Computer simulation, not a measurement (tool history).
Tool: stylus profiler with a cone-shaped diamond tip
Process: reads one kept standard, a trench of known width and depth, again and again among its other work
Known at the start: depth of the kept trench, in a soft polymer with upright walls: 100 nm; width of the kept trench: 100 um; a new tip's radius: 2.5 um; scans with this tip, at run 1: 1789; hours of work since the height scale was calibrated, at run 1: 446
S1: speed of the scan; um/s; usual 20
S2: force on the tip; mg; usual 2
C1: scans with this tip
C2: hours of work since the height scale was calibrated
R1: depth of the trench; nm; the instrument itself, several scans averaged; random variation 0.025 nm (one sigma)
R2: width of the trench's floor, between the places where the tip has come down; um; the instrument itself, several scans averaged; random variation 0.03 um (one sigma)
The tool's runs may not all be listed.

Run 1, hour 0: usual settings; C1 1789; C2 446. Result: R1 100.8 nm, R2 98.49 um.
Run 2, hour 20.9: usual settings but S1 72 um/s; C1 1855; C2 463. Result: R1 100.81 nm, R2 98.32 um.
Run 3, hour 35.9: usual settings but S1 72 um/s, S2 1.71 mg; C1 1903; C2 475. Result: R1 100.7 nm, R2 98.26 um.
Run 4, hour 60: usual settings but S1 72 um/s, S2 1.71 mg; C1 1979; C2 494. Result: R1 100.72 nm, R2 98.27 um.
Run 5, hour 95.4: usual settings but S2 4.68 mg; C1 2091; C2 522. Result: R1 101.45 nm, R2 98.51 um.
Run 6, hour 126: usual settings but S2 4.68 mg; C1 2188; C2 546. Result: R1 101.38 nm, R2 98.53 um.
Run 7, hour 160.6: usual settings but S2 4.68 mg; C1 2298; C2 573. Result: R1 101.38 nm, R2 98.51 um.
Run 8, hour 191.2: usual settings but S2 4.68 mg; C1 2395; C2 597. Result: R1 101.44 nm, R2 98.54 um.
Run 9, hour 210.1: usual settings but S2 1.11 mg; C1 2454; C2 612. Result: R1 100.49 nm, R2 98.5 um.
Run 10, hour 239.6: usual settings but S1 12 um/s; C1 2548; C2 635. Result: R1 100.77 nm, R2 98.55 um.
Run 11, hour 270: usual settings but S1 12 um/s; C1 2644; C2 659. Result: R1 100.76 nm, R2 98.54 um.
Run 12, hour 295.7: usual settings but S1 12 um/s; C1 2725; C2 680. Result: R1 100.77 nm, R2 98.52 um.
Run 13, hour 331.1: usual settings; C1 2838; C2 708. Result: R1 100.78 nm, R2 98.49 um.
Run 14, hour 352.6: usual settings; C1 2906; C2 725. Result: R1 100.77 nm, R2 98.52 um.
Run 15, hour 367.7: usual settings; C1 2954; C2 737. Result: R1 100.77 nm, R2 98.51 um.
Run 16, hour 384.2: usual settings; C1 3006; C2 750. Result: R1 100.8 nm, R2 98.5 um.
Run 17, hour 411.1: usual settings; C1 3091; C2 771. Result: R1 100.82 nm, R2 98.57 um.
Run 18, hour 442.9: usual settings; C1 3192; C2 796. Result: R1 100.81 nm, R2 98.53 um.
Run 19, hour 477.3: usual settings; C1 3301; C2 823. Result: R1 100.77 nm, R2 98.49 um.
Run 20, hour 494: usual settings but S2 2.3 mg; C1 3354; C2 836. Result: R1 100.84 nm, R2 98.49 um.
Run 21, hour 522.1: usual settings but S1 56 um/s; C1 3443; C2 859. Result: R1 100.8 nm, R2 98.35 um.
Run 22, hour 557.4: usual settings; C1 3555; C2 887. Result: R1 100.81 nm, R2 98.5 um.
Run 23, hour 585.6: usual settings; C1 3644; C2 909. Result: R1 100.79 nm, R2 98.5 um.
Run 24, hour 600.9: usual settings but S2 0.76 mg; C1 3692; C2 921. Result: R1 100.43 nm, R2 98.41 um.
Run 25, hour 632.9: usual settings but S2 4.16 mg; C1 3794; C2 946. Result: R1 101.33 nm, R2 98.64 um.
Run 26, hour 656.9: usual settings but S1 52 um/s, S2 3.84 mg; C1 3870; C2 965. Result: R1 101.24 nm, R2 98.41 um.
Run 27, hour 676.5: usual settings but S1 52 um/s, S2 3.84 mg; C1 3932; C2 981. Result: R1 101.22 nm, R2 98.42 um.
Run 28, hour 712.1: usual settings but S1 73 um/s, S2 5.61 mg; C1 4045; C2 1009. Result: R1 101.57 nm, R2 98.44 um.
Run 29, hour 744.7: usual settings but S1 62 um/s, S2 0.83 mg; C1 4148; C2 1034. Result: R1 100.4 nm, R2 98.18 um.
Run 30, hour 770.9: usual settings but S1 8 um/s, S2 1.91 mg; C1 4231; C2 1055. Result: R1 100.8 nm, R2 98.54 um.
Run 31, hour 806.1: usual settings but S1 46 um/s, S2 3.12 mg; C1 4342; C2 1083. Result: R1 101.02 nm, R2 98.35 um.
Run 32, hour 826.5: usual settings but S1 37 um/s, S2 3.12 mg; C1 4407; C2 1099. Result: R1 101.02 nm, R2 98.41 um.
Run 33, hour 861.5: usual settings but S1 37 um/s, S2 3.12 mg; C1 4518; C2 1127. Result: R1 101.03 nm, R2 98.48 um.
Run 34, hour 875.8: usual settings but S1 57 um/s, S2 2.74 mg; C1 4563; C2 1138. Result: R1 101 nm, R2 98.32 um.
Run 35, hour 895.1: usual settings but S1 57 um/s, S2 2.74 mg; C1 4624; C2 1153. Result: R1 100.94 nm, R2 98.37 um.
Run 36, hour 927: usual settings but S1 57 um/s, S2 2.74 mg; C1 4725; C2 1179. Result: R1 100.93 nm, R2 98.36 um.
Run 37, hour 942.3: usual settings but S1 13 um/s, S2 0.78 mg; C1 4774; C2 1191. Result: R1 100.4 nm, R2 98.49 um.
Run 38, hour 967.7: usual settings but S1 24 um/s, S2 0.78 mg; C1 4855; C2 1211. Result: R1 100.43 nm, R2 98.37 um.
Run 39, hour 996.3: usual settings but S1 51 um/s, S2 1.94 mg; C1 4945; C2 1233. Result: R1 100.8 nm, R2 98.39 um.
Run 40, hour 1015: usual settings but S1 8 um/s, S2 4.28 mg; C1 5004; C2 1248. Result: R1 101.31 nm, R2 98.59 um.
Run 41, hour 1041.8: usual settings but S1 23 um/s, S2 4.39 mg; C1 5089; C2 1269. Result: R1 101.35 nm, R2 98.54 um.
Run 42, hour 1068.2: usual settings but S1 8 um/s, S2 3.74 mg; C1 5173; C2 1290. Result: R1 101.21 nm, R2 98.62 um.
Run 43, hour 1093.2: usual settings but S1 10 um/s, S2 3.45 mg; C1 5252; C2 1310. Result: R1 101.15 nm, R2 98.55 um.
Run 44, hour 1115.8: usual settings but S1 10 um/s, S2 3.45 mg; C1 5324; C2 1328. Result: R1 101.09 nm, R2 98.55 um.

5 ways to go on from here, each from the tool as it stands after run 44. What would each give?
Run A, hour 1151.4: usual settings but S1 50 um/s, S2 5.22 mg; C1 5436; C2 1356. Result: R1 ?, R2 ?.
Run B, hour 1151.4: usual settings but S1 8 um/s, S2 3.53 mg; C1 5436; C2 1356. Result: R1 ?, R2 ?.
Run C, hour 1151.4: usual settings but S1 11 um/s, S2 1.76 mg; C1 5436; C2 1356. Result: R1 ?, R2 ?.
Run D, hour 1151.4: usual settings but S1 13 um/s, S2 1 mg; C1 5436; C2 1356. Result: R1 ?, R2 ?.
Run E, hour 1151.4: usual settings but S1 10 um/s, S2 1.48 mg; C1 5436; C2 1356. Result: R1 ?, R2 ?.

run      R1     R2
  A  101.51  98.49
  B  101.11  98.54
  C  100.72  98.55
  D  100.48  98.48
  E  100.66  98.52
Without the tool's hidden state the same runs would have given:
run      R1     R2
  A  101.52  98.49
  B  101.12  98.54
  C  100.73  98.56
  D  100.49  98.48
  E  100.66  98.52
